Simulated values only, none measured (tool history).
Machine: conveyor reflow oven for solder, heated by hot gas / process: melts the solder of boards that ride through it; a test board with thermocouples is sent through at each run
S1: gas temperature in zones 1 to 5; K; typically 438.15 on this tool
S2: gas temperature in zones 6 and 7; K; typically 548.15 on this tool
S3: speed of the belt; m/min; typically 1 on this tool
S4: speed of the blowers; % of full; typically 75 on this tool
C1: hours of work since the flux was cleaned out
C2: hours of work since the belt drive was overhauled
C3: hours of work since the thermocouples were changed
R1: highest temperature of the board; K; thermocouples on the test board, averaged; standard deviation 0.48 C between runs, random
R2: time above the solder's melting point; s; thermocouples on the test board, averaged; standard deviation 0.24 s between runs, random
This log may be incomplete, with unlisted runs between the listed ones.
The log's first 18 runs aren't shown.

{"run": 19, "hour": 815.5, "S1": 424.15, "S2": 548.15, "S3": 0.97, "S4": 82, "C1": 228, "C2": 165, "C3": 908, "R1": 533.95, "R2": 36.5}
{"run": 20, "hour": 855.1, "S1": 424.15, "S2": 548.15, "S3": 0.97, "S4": 82, "C1": 251, "C2": 188, "C3": 931, "R1": 533.55, "R2": 36.4}
{"hour": 862.9, "done": "flux residue cleaned out of gas plates and filters"}
{"run": 21, "hour": 906.2, "S1": 424.15, "S2": 548.15, "S3": 0.97, "S4": 82, "C1": 25, "C2": 214, "C3": 957, "R1": 535.35, "R2": 38}
{"run": 22, "hour": 967.2, "S1": 428.15, "S2": 536.15, "S3": 1.05, "S4": 82, "C1": 61, "C2": 250, "C3": 993, "R1": 523.15, "R2": 29.9}
{"run": 23, "hour": 1001.2, "S1": 450.15, "S2": 549.15, "S3": 1.03, "S4": 66, "C1": 80, "C2": 270, "C3": 1013, "R1": 533.65, "R2": 38.7}
{"run": 24, "hour": 1038.5, "S1": 427.15, "S2": 548.15, "S3": 1, "S4": 75, "C1": 102, "C2": 291, "C3": 1034, "R1": 531.65, "R2": 35.3}
{"run": 25, "hour": 1077.5, "S1": 427.15, "S2": 548.15, "S3": 0.85, "S4": 75, "C1": 125, "C2": 314, "C3": 1057, "R1": 538.65, "R2": 45.4}
{"hour": 1090.9, "done": "thermocouples of zones 6 and 7 changed"}
{"run": 26, "hour": 1113.8, "S1": 427.15, "S2": 548.15, "S3": 0.85, "S4": 75, "C1": 145, "C2": 334, "C3": 13, "R1": 534.75, "R2": 43.2}
{"run": 27, "hour": 1159.4, "S1": 427.15, "S2": 548.15, "S3": 0.85, "S4": 75, "C1": 171, "C2": 360, "C3": 40, "R1": 534.75, "R2": 43.4}
{"run": 28, "hour": 1220.2, "S1": 427.15, "S2": 548.15, "S3": 0.85, "S4": 75, "C1": 206, "C2": 396, "C3": 75, "R1": 535.65, "R2": 43.1}
{"run": 29, "hour": 1266.4, "S1": 424.15, "S2": 548.15, "S3": 1, "S4": 75, "C1": 233, "C2": 422, "C3": 102, "R1": 527.65, "R2": 33.3}
{"hour": 1305.2, "done": "flux residue cleaned out of gas plates and filters"}
{"run": 30, "hour": 1313.3, "S1": 439.15, "S2": 540.15, "S3": 1.11, "S4": 84, "C1": 5, "C2": 447, "C3": 126, "R1": 525.35, "R2": 31}

Each row is a separate what-if for the run after 30, all from the same tool condition, not one after another. Results?
{"run": "A", "hour": 1354.2, "S1": 450.15, "S2": 548.15, "S3": 0.99, "S4": 69, "C1": 28, "C2": 471, "C3": 150, "R1": "?", "R2": "?"}
{"run": "B", "hour": 1354.2, "S1": 423.15, "S2": 556.15, "S3": 1.11, "S4": 55, "C1": 28, "C2": 471, "C3": 150, "R1": "?", "R2": "?"}
{"run": "C", "hour": 1354.2, "S1": 430.15, "S2": 548.15, "S3": 0.87, "S4": 75, "C1": 28, "C2": 471, "C3": 150, "R1": "?", "R2": "?"}
{"run": "D", "hour": 1354.2, "S1": 428.15, "S2": 548.15, "S3": 1, "S4": 84, "C1": 28, "C2": 471, "C3": 150, "R1": "?", "R2": "?"}

run=A R1=533.55 R2=40.3
run=B R1=522.65 R2=25.9
run=C R1=535.05 R2=43.2
run=D R1=532.95 R2=36.3
The same runs, with their run-to-run variation unchanged, on a tool lacking any hidden condition would have given:
run=A R1=533.25 R2=39.9
run=B R1=522.35 R2=25.6
run=C R1=534.75 R2=42.9
run=D R1=532.65 R2=36

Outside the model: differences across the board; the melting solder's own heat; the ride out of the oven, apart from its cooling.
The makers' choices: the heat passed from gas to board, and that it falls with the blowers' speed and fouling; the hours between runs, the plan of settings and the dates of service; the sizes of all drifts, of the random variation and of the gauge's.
